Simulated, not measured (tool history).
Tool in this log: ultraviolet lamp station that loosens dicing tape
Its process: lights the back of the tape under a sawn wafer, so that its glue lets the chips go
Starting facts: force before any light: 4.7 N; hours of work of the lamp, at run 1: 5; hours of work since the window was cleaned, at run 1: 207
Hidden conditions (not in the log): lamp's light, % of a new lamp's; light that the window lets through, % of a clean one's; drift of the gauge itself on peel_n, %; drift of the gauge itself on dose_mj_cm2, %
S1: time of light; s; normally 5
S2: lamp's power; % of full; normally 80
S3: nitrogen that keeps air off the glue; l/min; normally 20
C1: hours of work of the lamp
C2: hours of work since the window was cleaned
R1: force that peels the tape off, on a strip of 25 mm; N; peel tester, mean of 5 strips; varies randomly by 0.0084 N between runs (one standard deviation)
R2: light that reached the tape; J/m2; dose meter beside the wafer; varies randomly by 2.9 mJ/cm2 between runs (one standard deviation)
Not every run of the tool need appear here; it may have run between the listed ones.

| run | day | S1 | S2 | S3 | C1 | C2 | R1 | R2 |
|---|---|---|---|---|---|---|---|---|
| 1 | 0 | 5 | 80 | 20 | 5 | 207 | 0.398 | 3970 |
| 2 | 0.308 | 5 | 80 | 17 | 11 | 213 | 0.454 | 3940 |
| 3 | 0.538 | 5 | 64 | 17 | 15 | 217 | 0.646 | 3190 |
| 4 | 0.992 | 5 | 64 | 17 | 23 | 225 | 0.646 | 3190 |
| 5 | 1.204 | 4 | 80 | 20 | 26 | 228 | 0.602 | 3170 |
| 6 | 1.446 | 4 | 80 | 20 | 31 | 232 | 0.617 | 3150 |
| 7 | 1.812 | 4 | 80 | 20 | 37 | 239 | 0.618 | 3070 |
| 8 | 2.129 | 4 | 80 | 20 | 42 | 244 | 0.63 | 3150 |
| 9 | 2.367 | 4 | 80 | 20 | 47 | 248 | 0.622 | 3100 |
| 10 | 2.783 | 4 | 80 | 20 | 54 | 256 | 0.653 | 3080 |
| 11 | 3.025 | 4 | 80 | 20 | 58 | 260 | 0.633 | 3060 |
| 12 | 3.446 | 5 | 80 | 20 | 65 | 267 | 0.431 | 3740 |
| 13 | 3.717 | 5 | 70 | 20 | 70 | 272 | 0.536 | 3360 |
| 14 | 4.204 | 5 | 80 | 22 | 79 | 281 | 0.411 | 3730 |
| 15 | 4.575 | 5 | 80 | 22 | 85 | 287 | 0.419 | 3760 |
| 16 | 4.854 | 5 | 80 | 22 | 90 | 292 | 0.416 | 3750 |
| 17 | 5.304 | 5 | 80 | 22 | 98 | 300 | 0.412 | 3800 |
| 18 | 5.654 | 5 | 99 | 20 | 104 | 306 | 0.288 | 4610 |
| 19 | 6.1 | 10 | 99 | 20 | 112 | 314 | 0.127 | 9140 |
| 20 | 6.521 | 5 | 80 | 20 | 119 | 321 | 0.467 | 3690 |
| 21 | 6.829 | 5 | 80 | 20 | 124 | 326 | 0.452 | 3640 |
| 22 | 7.129 | 5 | 80 | 20 | 130 | 332 | 0.464 | 3640 |
| 23 | 7.408 | 2 | 64 | 20 | 134 | 336 | 2.122 | 1190 |
| 24 | 7.692 | 2 | 61 | 8 | 139 | 341 | 2.69 | 1140 |
| 25 | 7.908 | 2 | 82 | 21 | 143 | 345 | 1.632 | 1470 |
| 26 | 8.175 | 2 | 82 | 21 | 148 | 350 | 1.624 | 1470 |
| 27 | 8.562 | 5 | 96 | 22 | 155 | 357 | 0.328 | 4280 |
| 28 | 9.046 | 8 | 69 | 22 | 163 | 365 | 0.248 | 4880 |
| 29 | 9.4 | 8 | 69 | 22 | 169 | 371 | 0.251 | 4890 |
| 30 | 9.888 | 2 | 89 | 36 | 178 | 380 | 1.335 | 1600 |
| 31 | 10.333 | 8 | 83 | 29 | 185 | 387 | 0.17 | 5830 |
| 32 | 10.554 | 8 | 83 | 29 | 189 | 391 | 0.167 | 5860 |
| 33 | 10.846 | 8 | 83 | 7 | 194 | 396 | 0.35 | 5880 |
| 34 | 11.112 | 5 | 69 | 20 | 199 | 401 | 0.639 | 3040 |
| 35 | 11.412 | 5 | 91 | 14 | 204 | 406 | 0.477 | 3960 |
| 36 | 11.729 | 5 | 62 | 20 | 210 | 412 | 0.793 | 2730 |
| 37 | 12.062 | 4 | 80 | 20 | 216 | 418 | 0.77 | 2730 |
| 38 | 12.279 | 4 | 80 | 20 | 219 | 421 | 0.768 | 2770 |
| 39 | 12.754 | 5 | 77 | 7 | 228 | 430 | 0.964 | 3280 |
| 40 | 13.217 | 5 | 77 | 7 | 236 | 438 | 1.031 | 3270 |
| 41 | 13.554 | 9 | 79 | 30 | 241 | 443 | 0.161 | 6050 |
| 42 | 13.825 | 5 | 69 | 13 | 246 | 448 | 0.849 | 2910 |
| 43 | 14.046 | 5 | 69 | 13 | 250 | 452 | 0.869 | 2920 |
| 44 | 14.317 | 2 | 69 | 8 | 255 | 457 | 2.606 | 1100 |

Here are 4 independent what-if runs from the current tool condition. What would each one return?
| A | 14.554 | 4 | 95 | 14 | 259 | 461 | ? | ? |
| B | 14.554 | 3 | 97 | 10 | 259 | 461 | ? | ? |
| C | 14.554 | 10 | 83 | 13 | 259 | 461 | ? | ? |
| D | 14.554 | 5 | 80 | 20 | 259 | 461 | ? | ? |

| run | R1 | R2 |
|---|---|---|
| A | 0.719 | 3150 |
| B | 1.25 | 2440 |
| C | 0.181 | 6920 |
| D | 0.552 | 3380 |
With no hidden state in the tool, these same runs would have given:
| run | R1 | R2 |
|---|---|---|
| A | 0.458 | 4060 |
| B | 0.881 | 3140 |
| C | 0.14 | 8880 |
| D | 0.346 | 4340 |

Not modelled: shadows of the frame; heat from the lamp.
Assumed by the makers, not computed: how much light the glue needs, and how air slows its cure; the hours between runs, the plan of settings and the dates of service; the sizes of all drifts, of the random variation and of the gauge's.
